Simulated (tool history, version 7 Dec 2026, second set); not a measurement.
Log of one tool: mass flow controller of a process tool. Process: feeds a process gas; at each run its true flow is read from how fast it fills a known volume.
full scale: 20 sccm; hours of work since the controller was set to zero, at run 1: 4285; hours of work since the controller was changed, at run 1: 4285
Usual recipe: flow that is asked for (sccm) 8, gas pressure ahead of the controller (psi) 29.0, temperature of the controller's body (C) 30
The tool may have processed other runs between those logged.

run    hour  flow that is asked for (sccm)  gas pressure ahead of the controller (psi)  temperature of the controller's body (C)  hours of work since the controller was set to zero  hours of work since the controller was changed  true flow (%)
  1     0.0                              8                                        29.0                                        30                                                4285                                            4285          99.55
  2   306.9                              8                                        29.0                                        30                                                4392                                            4392          99.51
  3   708.3                              8                                        29.0                                        30                                                4533                                            4533          99.62
  4  1054.9                              8                                        29.0                                        30                                                4655                                            4655          99.47
  5  1403.8                              8                                        29.0                                        30                                                4778                                            4778          99.56
  6  1772.1                              8                                        29.0                                        30                                                4907                                            4907          99.48
  7  2033.0                              8                                        21.2                                        30                                                4999                                            4999          99.15
  8  2541.3                              8                                        21.2                                        30                                                5178                                            5178          99.28
  9  3044.3                              8                                        21.2                                        30                                                5355                                            5355          99.18
 10  3610.4                              8                                        39.7                                        32                                                5553                                            5553         100.22
 11  3945.4                              8                                        23.1                                        36                                                5671                                            5671          99.83
 12  4422.8                              8                                        23.1                                        36                                                5839                                            5839          99.92
 13  4988.9                              8                                        23.1                                        36                                                6038                                            6038          99.98
     5117.8  -- controller exchanged for a calibrated one
 14  5431.2                              8                                        23.1                                        36                                                 110                                             110          99.90
 15  5985.0                              2                                        29.0                                        30                                                 305                                             305          98.92
 16  6544.5                              2                                        29.0                                        30                                                 501                                             501          99.05
 17  6816.3                              2                                        24.8                                        30                                                 597                                             597          98.88

Predict each of these 4 candidate next runs independently; none follows another, all start after run 17:
  A  7329.1                              8                                        29.0                                        30                                                 777                                             777              ?
  B  7329.1                              2                                        25.7                                        30                                                 777                                             777              ?
  C  7329.1                              6                                        26.4                                        31                                                 777                                             777              ?
  D  7329.1                             12                                        29.0                                        35                                                 777                                             777              ?

run  true flow (%)
  A          99.64
  B          98.80
  C          99.41
  D         100.42
Stripped of hidden state, with their random variation kept, the same runs would have yielded:
run  true flow (%)
  A          99.64
  B          98.81
  C          99.42
  D         100.43

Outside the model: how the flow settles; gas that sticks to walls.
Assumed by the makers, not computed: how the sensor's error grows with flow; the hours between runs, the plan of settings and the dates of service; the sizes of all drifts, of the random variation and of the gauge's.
